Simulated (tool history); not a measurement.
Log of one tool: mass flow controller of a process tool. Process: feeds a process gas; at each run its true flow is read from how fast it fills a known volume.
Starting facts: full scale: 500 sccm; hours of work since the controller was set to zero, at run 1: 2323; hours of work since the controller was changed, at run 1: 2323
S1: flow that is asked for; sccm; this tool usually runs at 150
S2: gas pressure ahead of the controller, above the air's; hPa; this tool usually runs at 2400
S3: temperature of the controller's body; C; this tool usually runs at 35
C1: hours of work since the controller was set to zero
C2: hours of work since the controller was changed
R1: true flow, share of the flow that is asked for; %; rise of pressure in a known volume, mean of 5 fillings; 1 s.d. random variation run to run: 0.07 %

run,hour,S1,S2,S3,C1,C2,R1
1,0,150,2400,35,2323,2323,95.44
2,280.1,150,2400,26,2490,2490,95.49
3,477.7,150,1650,26,2608,2608,94.98
4,705.5,150,1650,26,2744,2744,94.92
5,1020,150,1650,26,2931,2931,94.55
6,1233.7,150,1650,26,3058,3058,94.44
# hour 1253.9: controller's zero set anew
7,1447.8,150,1650,26,116,3186,93.49
8,1812.3,150,1930,35,333,3403,92.87
9,2122.3,150,1930,35,517,3588,92.62
10,2517.7,150,1550,35,753,3823,92.18
11,2728.7,150,1550,35,879,3949,92.09
# hour 3066.1: controller's zero set anew, once more
12,3133.5,150,1520,35,40,4190,96.48
13,3351.2,150,1520,35,170,4319,96.31
14,3651.4,156,2150,27,349,4498,96.88

Here are 3 independent what-if runs from the current tool condition. What would each one return?
A,3899,156,2150,39,496,4646,?
B,3899,156,2150,21,496,4646,?
C,3899,88,2480,35,496,4646,?

run,R1
A,96.11
B,96.75
C,95.58
Stripped of hidden state, with their random variation kept, the same runs would have yielded:
run,R1
A,97.88
B,98.52
C,97.78
